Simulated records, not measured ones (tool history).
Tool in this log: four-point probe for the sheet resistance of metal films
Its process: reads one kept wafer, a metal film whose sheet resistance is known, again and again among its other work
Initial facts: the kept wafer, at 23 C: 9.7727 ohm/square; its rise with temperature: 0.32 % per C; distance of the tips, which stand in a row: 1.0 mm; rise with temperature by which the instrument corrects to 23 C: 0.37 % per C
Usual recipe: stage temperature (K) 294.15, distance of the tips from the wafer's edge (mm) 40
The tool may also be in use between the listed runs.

| run | hour | stage temperature (K) | distance of the tips from the wafer's edge (mm) | sheet resistance as the instrument gives it (ohm/square) |
|---|---|---|---|---|
| 1 | 0 | 294.15 | 40 | 9.685406 |
| 2 | 80.1 | 294.15 | 40 | 9.686403 |
| 3 | 122.3 | 304.15 | 40 | 9.634145 |
| 4 | 197.3 | 304.15 | 40 | 9.628454 |
| 5 | 267.1 | 304.15 | 40 | 9.625817 |
| 6 | 318.8 | 304.15 | 40 | 9.622391 |
| 7 | 379 | 304.15 | 40 | 9.620569 |
| 8 | 416.1 | 304.15 | 40 | 9.615131 |
| 9 | 491.5 | 304.15 | 40 | 9.618675 |
| 10 | 555.8 | 304.15 | 40 | 9.611292 |
| 11 | 624.9 | 304.15 | 40 | 9.606097 |
| 12 | 697 | 304.15 | 40 | 9.606914 |
| 13 | 756.1 | 304.15 | 40 | 9.601203 |
| 14 | 834.4 | 294.15 | 36 | 9.76571 |
| 15 | 910.2 | 306.15 | 36 | 9.705745 |
| 16 | 981 | 306.15 | 36 | 9.701427 |
| 17 | 1053.6 | 294.15 | 40 | 9.761515 |
| 18 | 1119.4 | 294.15 | 40 | 9.755602 |
| 19 | 1200.5 | 301.15 | 40 | 9.713398 |
| 20 | 1277.2 | 294.15 | 15 | 9.764788 |
| 21 | 1335 | 294.15 | 15 | 9.763184 |
| 22 | 1404.7 | 296.15 | 15 | 9.746996 |
| 23 | 1448.8 | 294.15 | 6 | 9.873302 |
| 24 | 1482.4 | 298.15 | 12 | 9.745841 |
| 25 | 1555.8 | 298.15 | 12 | 9.739689 |
| 26 | 1611.5 | 295.15 | 5 | 9.92186 |
| 27 | 1681.1 | 304.15 | 16 | 9.689571 |
| 28 | 1715.2 | 299.15 | 5 | 9.89459 |
| 29 | 1773.1 | 299.15 | 5 | 9.895403 |
| 30 | 1817.8 | 293.15 | 7 | 9.836915 |
| 31 | 1872.5 | 293.15 | 7 | 9.837252 |
| 32 | 1925.5 | 305.15 | 40 | 9.66649 |
| 33 | 1966.9 | 297.15 | 6 | 9.847681 |
| 34 | 2011 | 293.15 | 21 | 9.734426 |
| 35 | 2051 | 294.15 | 53 | 9.716975 |
| 36 | 2113.4 | 294.15 | 53 | 9.713543 |
| 37 | 2192 | 306.15 | 40 | 9.650305 |
| 38 | 2254.7 | 294.15 | 21 | 9.716141 |
| 39 | 2297 | 296.15 | 20 | 9.705344 |
| 40 | 2331.2 | 296.15 | 20 | 9.702277 |
| 41 | 2398.2 | 294.15 | 40 | 9.700409 |
| 42 | 2449.3 | 301.15 | 40 | 9.659349 |
| 43 | 2501 | 301.15 | 40 | 9.658368 |
| 44 | 2545.8 | 301.15 | 40 | 9.660464 |
| 45 | 2606.7 | 304.15 | 40 | 9.641357 |

Put back what was entered between runs (3 entries, withheld): which listed runs does each sit between, and how does the hidden state differ from the listed run before to the listed run after?
Runs 13 to 14: new probe head fitted (hour 763.4)
  inner tips' distance over the nominal, %: -1.171 -> -0.084; tips' flats over new ones', %: 67 -> 1; wafer's true temperature over the reading, C: -0.3 -> -0.31
  the result without the hidden state subtracted from the measured one, sheet resistance as the instrument gives it (ohm/square): -0.132171 -> -0.018589
Runs 22 to 23: stage's thermometer calibrated (hour 1419.4)
  inner tips' distance over the nominal, %: -0.331 -> -0.348; tips' flats over new ones', %: 12 -> 13; wafer's true temperature over the reading, C: -0.36 -> -0.52
  the result without the hidden state subtracted from the measured one, sheet resistance as the instrument gives it (ohm/square): -0.046289 -> -0.05377
Runs 29 to 30: stage's thermometer calibrated, once more (hour 1784.4)
  inner tips' distance over the nominal, %: -0.487 -> -0.506; tips' flats over new ones', %: 19 -> 20; wafer's true temperature over the reading, C: -0.54 -> -0.14
  the result without the hidden state subtracted from the measured one, sheet resistance as the instrument gives it (ohm/square): -0.069484 -> -0.058537
